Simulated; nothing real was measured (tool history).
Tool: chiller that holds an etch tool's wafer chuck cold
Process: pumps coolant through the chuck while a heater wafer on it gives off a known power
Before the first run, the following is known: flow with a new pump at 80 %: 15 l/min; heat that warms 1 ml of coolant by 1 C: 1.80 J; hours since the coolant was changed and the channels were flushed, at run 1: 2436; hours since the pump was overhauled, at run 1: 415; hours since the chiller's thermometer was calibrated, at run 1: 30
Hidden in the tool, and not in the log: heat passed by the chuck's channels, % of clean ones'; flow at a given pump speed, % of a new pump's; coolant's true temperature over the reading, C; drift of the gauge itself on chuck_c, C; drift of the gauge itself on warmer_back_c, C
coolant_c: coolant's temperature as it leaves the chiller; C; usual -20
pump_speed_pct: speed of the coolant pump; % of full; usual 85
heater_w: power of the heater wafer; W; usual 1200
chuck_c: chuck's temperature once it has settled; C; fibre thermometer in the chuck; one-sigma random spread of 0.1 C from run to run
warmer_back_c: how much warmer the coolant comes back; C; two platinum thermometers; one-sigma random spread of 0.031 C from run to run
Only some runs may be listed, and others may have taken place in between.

run	hour	coolant_c	pump_speed_pct	heater_w	hours since the coolant was changed and the channels were flushed	hours since the pump was overhauled	hours since the chiller's thermometer was calibrated	chuck_c	warmer_back_c
1	0.0	-20	85	1200	2436	415	30	-12.0	2.51
2	18.9	-20	85	1200	2455	434	49	-11.9	2.53
3	39.1	-20	85	1200	2475	454	69	-11.8	2.53
4	55.5	-20	85	1200	2492	470	85	-12.0	2.51
5	81.6	-20	85	1200	2518	497	112	-11.8	2.53
6	102.0	-20	85	1200	2538	517	132	-12.0	2.49
7	116.6	-20	85	1200	2553	532	147	-12.0	2.55
8	141.3	-20	85	1200	2577	556	171	-11.8	2.46
9	165.3	-20	85	659	2601	580	195	-15.5	1.43
10	194.1	-20	85	659	2630	609	224	-15.4	1.38
11	223.0	-20	85	659	2659	638	253	-15.4	1.43
12	254.8	-20	85	659	2691	670	285	-15.4	1.40
13	282.9	-20	85	659	2719	698	313	-15.4	1.40
14	313.1	-22	90	841	2749	728	343	-16.5	1.67
15	337.6	-23	85	1200	2774	753	368	-14.8	2.52
16	362.7	-23	85	1200	2799	778	393	-15.0	2.57
17	382.4	-20	73	1493	2818	797	412	-8.9	3.71
18	397.4	-20	92	1190	2833	812	427	-12.3	2.29
19	422.1	-20	92	1190	2858	837	452	-12.3	2.31
20	436.2	-20	92	1190	2872	851	466	-12.4	2.31
21	463.4	-19	83	1597	2899	878	493	-7.9	3.49
22	492.4	-19	83	1597	2928	907	522	-8.1	3.48
23	509.4	-19	67	678	2945	924	539	-13.6	1.80
24	529.1	-19	67	678	2965	944	559	-13.6	1.80
25	548.9	-23	85	625	2985	964	579	-18.8	1.33

Some steps in chuck_c, run to run, broken into two amounts with sign: the step expected even without the hidden condition (settings, incoming material, random variation), and the rest, left for the hidden condition together with whatever gauge scatter is not in both the measured and the hidden-condition-free result:
Run 8 -> 9: heater_w 1200 -> 659. chuck_c -3.7 C: hidden state -0.2, all else -3.5.
Run 16 -> 17: coolant_c -23 -> -20, pump_speed_pct 85 -> 73, heater_w 1200 -> 1493. chuck_c +6.1 C: hidden state +0.2, all else +5.9.
Run 22 -> 23: pump_speed_pct 83 -> 67, heater_w 1597 -> 678. chuck_c -5.5 C: hidden state -0.3, all else -5.2.

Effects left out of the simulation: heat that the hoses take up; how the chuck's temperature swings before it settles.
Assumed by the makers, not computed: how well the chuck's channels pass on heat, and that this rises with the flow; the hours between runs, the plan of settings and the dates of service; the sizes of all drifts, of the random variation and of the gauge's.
